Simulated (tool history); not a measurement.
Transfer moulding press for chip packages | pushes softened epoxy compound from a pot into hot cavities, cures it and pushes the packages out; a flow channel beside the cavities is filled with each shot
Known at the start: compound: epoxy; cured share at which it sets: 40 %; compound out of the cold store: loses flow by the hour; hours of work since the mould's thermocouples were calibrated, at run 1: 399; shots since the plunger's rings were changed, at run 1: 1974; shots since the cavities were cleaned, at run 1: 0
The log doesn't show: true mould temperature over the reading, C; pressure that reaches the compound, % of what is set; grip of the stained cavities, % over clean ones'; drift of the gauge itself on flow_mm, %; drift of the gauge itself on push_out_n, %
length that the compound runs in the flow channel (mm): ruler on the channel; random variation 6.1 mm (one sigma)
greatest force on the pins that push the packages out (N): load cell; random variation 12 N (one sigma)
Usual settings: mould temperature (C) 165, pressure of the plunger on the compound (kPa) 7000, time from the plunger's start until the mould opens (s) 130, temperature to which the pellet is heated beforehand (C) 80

run,hour,mould temperature (C),pressure of the plunger on the compound (kPa),time from the plunger's start until the mould opens (s),temperature to which the pellet is heated beforehand (C),hours of work since the mould's thermocouples were calibrated,shots since the plunger's rings were changed,shots since the cavities were cleaned,incoming compound's hours out of the cold store,length that the compound runs in the flow channel (mm),greatest force on the pins that push the packages out (N)
1,0,165,7000,130,80,399,1974,0,11.4,636,597
2,9.9,165,7000,130,80,404,2034,60,45.2,558,626
3,34.6,162,7000,130,80,415,2184,210,10.7,644,992
4,50.5,165,7000,130,80,422,2280,306,30.3,593,823
5,60.8,170,7000,130,80,426,2342,368,30.6,579,693
6,77.6,170,8130,130,80,434,2444,470,11.1,664,771
# hour 92.3: cavities cleaned with cleaning compound and waxed
7,92.4,165,7000,122,80,440,2525,0,21.7,605,668
8,115.7,165,8580,122,80,450,2666,141,17.5,682,856
9,134.8,165,8580,122,80,459,2782,257,34.4,638,889
10,154.5,165,7000,130,80,467,2901,376,8.7,625,904
11,179,165,7000,130,80,478,3050,525,22.7,598,940
# hour 185.9: cavities cleaned with cleaning compound and waxed
12,196.4,165,7000,130,80,485,3146,64,8.9,637,657
13,220.4,165,7000,130,80,496,3291,209,27,596,794
14,241.5,165,7000,130,80,506,3419,337,28.6,589,838
15,264.4,165,7000,130,80,516,3558,476,45.2,542,897
# hour 278.7: cavities cleaned with cleaning compound and waxed
16,281.1,165,7000,130,80,523,3650,15,21.2,599,629
17,295.8,165,6470,160,80,529,3739,104,44,525,558
18,305.9,165,6470,137,78,534,3800,165,21.9,568,659
19,321.7,168,6470,137,86,541,3895,260,10.7,596,663
20,343.2,165,6890,127,80,550,4026,391,11.5,603,1000
21,358.3,158,5430,130,80,557,4117,482,16.7,548,1723
# hour 371.1: cavities cleaned with cleaning compound and waxed
# hour 376.8: mould's thermocouples calibrated
22,384.3,165,7750,158,80,3,4254,68,45.1,574,511
23,398.9,158,8510,158,79,10,4342,156,24.8,657,838
24,417.9,158,8510,158,79,18,4457,271,36.6,622,873
25,431.1,158,7280,158,73,24,4537,351,40.9,583,942
26,450.3,158,7280,158,73,33,4653,467,8.3,650,1072
# hour 465.5: cavities cleaned with cleaning compound and waxed
27,472.8,167,6630,122,80,42,4781,44,9.4,580,600
28,489.9,167,6630,136,80,50,4884,147,14.6,580,599
29,514.6,167,8340,136,74,61,5034,297,12.4,635,696

Measured less the same run without the tool's hidden state. The same run-to-run variation is in both; the gauge's scatter may not be:
run,length that the compound runs in the flow channel (mm),greatest force on the pins that push the packages out (N)
1,-21,+44
2,-19,+90
3,-24,+294
4,-23,+279
5,-24,+238
6,-29,+299
7,-27,+49
8,-31,+203
9,-31,+284
10,-32,+342
11,-32,+403
12,-36,+107
13,-34,+232
14,-36,+306
15,-36,+373
16,-39,+74
17,-35,+98
18,-39,+171
19,-42,+202
20,-44,+399
21,-41,+752
22,-49,+66
23,-57,+166
24,-56,+250
25,-53,+305
26,-61,+395
27,-57,+33
28,-58,+105
29,-66,+199
